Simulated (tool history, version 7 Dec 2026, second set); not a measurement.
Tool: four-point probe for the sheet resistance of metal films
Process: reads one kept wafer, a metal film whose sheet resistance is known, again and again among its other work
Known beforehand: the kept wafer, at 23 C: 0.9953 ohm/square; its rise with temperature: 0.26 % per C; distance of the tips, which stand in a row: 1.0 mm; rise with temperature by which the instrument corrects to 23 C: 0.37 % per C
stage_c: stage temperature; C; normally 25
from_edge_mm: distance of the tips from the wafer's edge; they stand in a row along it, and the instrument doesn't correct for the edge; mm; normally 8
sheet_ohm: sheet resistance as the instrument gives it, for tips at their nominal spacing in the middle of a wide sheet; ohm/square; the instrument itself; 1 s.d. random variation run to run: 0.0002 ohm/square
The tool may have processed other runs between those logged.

run,hour,stage_c,from_edge_mm,sheet_ohm
1,0,25,8,0.998061
2,16.2,25,8,0.998641
3,23.7,25,8,0.99849
4,30.9,25,8,0.998218
5,46.7,25,5,1.010944
6,59.4,25,5,1.010966
7,70,25,5,1.011071
8,81,25,5,1.010924
9,90.7,25,16,0.992162
10,103.9,25,16,0.992208
11,112.4,25,16,0.992068
12,126.3,25,16,0.991871
13,135.8,25,16,0.992702
14,144.1,25,8,0.998538
15,156.4,25,8,0.998572
16,166.4,25,8,0.998905
17,178.5,25,8,0.99821
18,192.9,25,8,0.99827
19,206.6,18,8,1.006771
20,213.5,18,8,1.006278
21,222.9,18,8,1.006191
# hour 224.7: stage's thermometer calibrated
22,239.5,18,8,1.006733
23,256.2,18,8,1.006323
24,266.8,32,30,0.983893
# hour 278.3: stage's thermometer calibrated, once more
25,281,20,53,0.996423
26,288.9,20,53,0.996633
27,303.1,24,4,1.024592
28,317.4,21,13,0.998606
29,328.8,19,8,1.005939
30,339.8,19,8,1.006099
31,356.6,29,7,0.998126
32,370.2,18,18,1.000879
33,386.9,25,9,0.997674
34,403.4,25,9,0.99801
35,410.9,22,5,1.015855
36,420.8,34,33,0.983265
37,430.5,25,20,0.992776
38,446.7,25,20,0.992723
39,459.1,35,37,0.981489
40,470.2,25,3,1.047403
41,485.2,27,36,0.989893
42,499.2,35,14,0.98381
43,515.2,28,3,1.0443
44,525.9,21,6,1.010526
45,540,22,7,1.005516

A few steps of sheet_ohm between consecutive runs. Split each: what settings, incoming material and random variation would produce without the hidden state, and what is left over for the hidden state, along with gauge scatter present in only one of the two compared results (measured, and without hidden state):
Hidden state at play: inner tips' distance over the nominal, %; tips' flats over new ones', %; wafer's true temperature over the reading, C; drift of the gauge itself on sheet_ohm, %.
Run 23 -> 24: stage_c 18 -> 32, from_edge_mm 8 -> 30. sheet_ohm -0.02243 ohm/square: hidden state +0.000102, all else -0.022532.
Run 24 -> 25: stage_c 32 -> 20, from_edge_mm 30 -> 53, stage's thermometer calibrated, once more. sheet_ohm +0.01253 ohm/square: hidden state +0.000591, all else +0.011939.
Run 39 -> 40: stage_c 35 -> 25, from_edge_mm 37 -> 3. sheet_ohm +0.065914 ohm/square: hidden state -0.000071, all else +0.065985.
Run 40 -> 41: stage_c 25 -> 27, from_edge_mm 3 -> 36. sheet_ohm -0.05751 ohm/square: hidden state +0.000122, all else -0.057632.
Run 42 -> 43: stage_c 35 -> 28, from_edge_mm 14 -> 3. sheet_ohm +0.06049 ohm/square: hidden state -0.000047, all else +0.060537.
